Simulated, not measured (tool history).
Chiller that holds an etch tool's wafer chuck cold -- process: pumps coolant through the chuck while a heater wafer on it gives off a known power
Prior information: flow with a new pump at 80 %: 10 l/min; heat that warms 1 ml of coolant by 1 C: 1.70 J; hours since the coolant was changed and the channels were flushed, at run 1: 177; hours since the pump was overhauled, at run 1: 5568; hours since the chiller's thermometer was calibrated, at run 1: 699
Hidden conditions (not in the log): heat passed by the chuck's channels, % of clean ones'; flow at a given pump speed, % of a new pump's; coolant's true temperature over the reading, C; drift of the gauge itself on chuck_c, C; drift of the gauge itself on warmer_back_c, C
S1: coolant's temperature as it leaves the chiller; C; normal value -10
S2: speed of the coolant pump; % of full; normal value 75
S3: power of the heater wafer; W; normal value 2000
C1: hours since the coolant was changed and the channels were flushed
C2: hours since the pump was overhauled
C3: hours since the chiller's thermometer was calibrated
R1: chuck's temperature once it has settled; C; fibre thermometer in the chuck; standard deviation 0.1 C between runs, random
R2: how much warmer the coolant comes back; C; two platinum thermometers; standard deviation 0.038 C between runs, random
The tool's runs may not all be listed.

{"run": 1, "hour": 0.0, "S1": -10, "S2": 75, "S3": 2000, "C1": 177, "C2": 5568, "C3": 699, "R1": 14.0, "R2": 8.15}
{"run": 2, "hour": 95.9, "S1": -10, "S2": 75, "S3": 2000, "C1": 273, "C2": 5664, "C3": 795, "R1": 14.2, "R2": 8.25}
{"run": 3, "hour": 277.0, "S1": -10, "S2": 75, "S3": 1524, "C1": 454, "C2": 5845, "C3": 976, "R1": 8.4, "R2": 6.34}
{"run": 4, "hour": 469.5, "S1": -10, "S2": 75, "S3": 1524, "C1": 647, "C2": 6038, "C3": 1168, "R1": 8.4, "R2": 6.35}
{"run": 5, "hour": 594.7, "S1": -4, "S2": 75, "S3": 2000, "C1": 772, "C2": 6163, "C3": 1293, "R1": 20.3, "R2": 8.37}
{"run": 6, "hour": 777.3, "S1": -4, "S2": 75, "S3": 2000, "C1": 954, "C2": 6346, "C3": 1476, "R1": 20.5, "R2": 8.41}
{"run": 7, "hour": 866.9, "S1": -4, "S2": 75, "S3": 2000, "C1": 1044, "C2": 6435, "C3": 1566, "R1": 20.5, "R2": 8.37}
{"run": 8, "hour": 1052.5, "S1": -4, "S2": 75, "S3": 2000, "C1": 1230, "C2": 6621, "C3": 1751, "R1": 20.6, "R2": 8.36}
{"run": 9, "hour": 1222.8, "S1": -10, "S2": 92, "S3": 2053, "C1": 1400, "C2": 6791, "C3": 1921, "R1": 11.0, "R2": 6.97}
{"run": 10, "hour": 1349.1, "S1": -17, "S2": 89, "S3": 2000, "C1": 1526, "C2": 6917, "C3": 2048, "R1": 4.3, "R2": 7.06}
{"run": 11, "hour": 1551.8, "S1": -12, "S2": 75, "S3": 1076, "C1": 1729, "C2": 7120, "C3": 2250, "R1": 1.4, "R2": 4.57}
{"run": 12, "hour": 1706.0, "S1": -6, "S2": 75, "S3": 1802, "C1": 1883, "C2": 7274, "C3": 2405, "R1": 16.5, "R2": 7.7}

For run 13, what comes out?
{"run": 13, "hour": 1894.5, "S1": -10, "S2": 75, "S3": 1058, "C1": 2072, "C2": 7463, "C3": 2593, "R1": "?", "R2": "?"}

For run 13 the tool returned R1 3.3 C, R2 4.51 C.
The same run, on a tool lacking any hidden state, would have yielded R1 1.9 C, R2 3.99 C.
